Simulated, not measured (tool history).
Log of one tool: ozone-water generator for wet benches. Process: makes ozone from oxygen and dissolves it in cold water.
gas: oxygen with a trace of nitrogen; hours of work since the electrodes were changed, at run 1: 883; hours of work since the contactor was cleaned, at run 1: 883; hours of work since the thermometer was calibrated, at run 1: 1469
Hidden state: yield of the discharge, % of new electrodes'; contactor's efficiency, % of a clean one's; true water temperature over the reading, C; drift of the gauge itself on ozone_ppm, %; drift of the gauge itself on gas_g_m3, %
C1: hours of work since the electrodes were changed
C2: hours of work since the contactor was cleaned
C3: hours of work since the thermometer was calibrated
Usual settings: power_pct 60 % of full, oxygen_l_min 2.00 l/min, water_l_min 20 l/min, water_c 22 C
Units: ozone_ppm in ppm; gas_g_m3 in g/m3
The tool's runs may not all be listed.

{"run": 1, "hour": 0.0, "power_pct": 60, "oxygen_l_min": 2.0, "water_l_min": 20, "water_c": 22, "C1": 883, "C2": 883, "C3": 1469, "ozone_ppm": 10.0, "gas_g_m3": 164.1}
{"run": 2, "hour": 132.9, "power_pct": 44, "oxygen_l_min": 2.0, "water_l_min": 20, "water_c": 22, "C1": 978, "C2": 978, "C3": 1565, "ozone_ppm": 8.4, "gas_g_m3": 133.3}
{"run": 3, "hour": 282.6, "power_pct": 44, "oxygen_l_min": 2.05, "water_l_min": 20, "water_c": 22, "C1": 1086, "C2": 1086, "C3": 1673, "ozone_ppm": 8.2, "gas_g_m3": 130.6}
{"run": 4, "hour": 349.6, "power_pct": 50, "oxygen_l_min": 2.0, "water_l_min": 20, "water_c": 22, "C1": 1134, "C2": 1134, "C3": 1721, "ozone_ppm": 9.0, "gas_g_m3": 145.1}
{"run": 5, "hour": 483.6, "power_pct": 50, "oxygen_l_min": 2.0, "water_l_min": 20, "water_c": 22, "C1": 1231, "C2": 1231, "C3": 1818, "ozone_ppm": 9.0, "gas_g_m3": 146.0}
{"run": 6, "hour": 575.7, "power_pct": 85, "oxygen_l_min": 2.0, "water_l_min": 20, "water_c": 22, "C1": 1297, "C2": 1297, "C3": 1884, "ozone_ppm": 12.6, "gas_g_m3": 205.4}
{"run": 7, "hour": 676.0, "power_pct": 85, "oxygen_l_min": 2.0, "water_l_min": 20, "water_c": 22, "C1": 1369, "C2": 1369, "C3": 1956, "ozone_ppm": 12.5, "gas_g_m3": 202.7}
{"run": 8, "hour": 777.6, "power_pct": 60, "oxygen_l_min": 2.0, "water_l_min": 16, "water_c": 22, "C1": 1442, "C2": 1442, "C3": 2029, "ozone_ppm": 12.2, "gas_g_m3": 162.0}
{"run": 9, "hour": 845.1, "power_pct": 60, "oxygen_l_min": 2.0, "water_l_min": 16, "water_c": 22, "C1": 1491, "C2": 1491, "C3": 2078, "ozone_ppm": 12.2, "gas_g_m3": 161.1}
{"run": 10, "hour": 916.1, "power_pct": 60, "oxygen_l_min": 2.0, "water_l_min": 16, "water_c": 22, "C1": 1542, "C2": 1542, "C3": 2129, "ozone_ppm": 12.4, "gas_g_m3": 162.1}
{"run": 11, "hour": 999.1, "power_pct": 96, "oxygen_l_min": 1.53, "water_l_min": 13, "water_c": 24, "C1": 1602, "C2": 1602, "C3": 2189, "ozone_ppm": 19.4, "gas_g_m3": 264.0}
{"run": 12, "hour": 1081.1, "power_pct": 96, "oxygen_l_min": 1.53, "water_l_min": 13, "water_c": 24, "C1": 1661, "C2": 1661, "C3": 2248, "ozone_ppm": 19.2, "gas_g_m3": 260.5}
{"run": 13, "hour": 1198.4, "power_pct": 46, "oxygen_l_min": 2.55, "water_l_min": 16, "water_c": 24, "C1": 1745, "C2": 1745, "C3": 2332, "ozone_ppm": 10.1, "gas_g_m3": 116.7}
{"run": 14, "hour": 1274.5, "power_pct": 60, "oxygen_l_min": 3.04, "water_l_min": 29, "water_c": 22, "C1": 1800, "C2": 1800, "C3": 2387, "ozone_ppm": 7.5, "gas_g_m3": 123.2}

Measured less the same run without the tool's hidden state. The same run-to-run variation is in both; the gauge's scatter may not be:
run=1 gas_g_m3=+0.0
run=2 gas_g_m3=-0.3
run=3 gas_g_m3=-0.5
run=4 gas_g_m3=-0.6
run=5 gas_g_m3=-0.9
run=6 gas_g_m3=-1.6
run=7 gas_g_m3=-1.9
run=8 gas_g_m3=-1.7
run=9 gas_g_m3=-1.9
run=10 gas_g_m3=-2.0
run=11 gas_g_m3=-3.6
run=12 gas_g_m3=-3.8
run=13 gas_g_m3=-1.9
run=14 gas_g_m3=-2.1
ozone_ppm: 0 in every run.
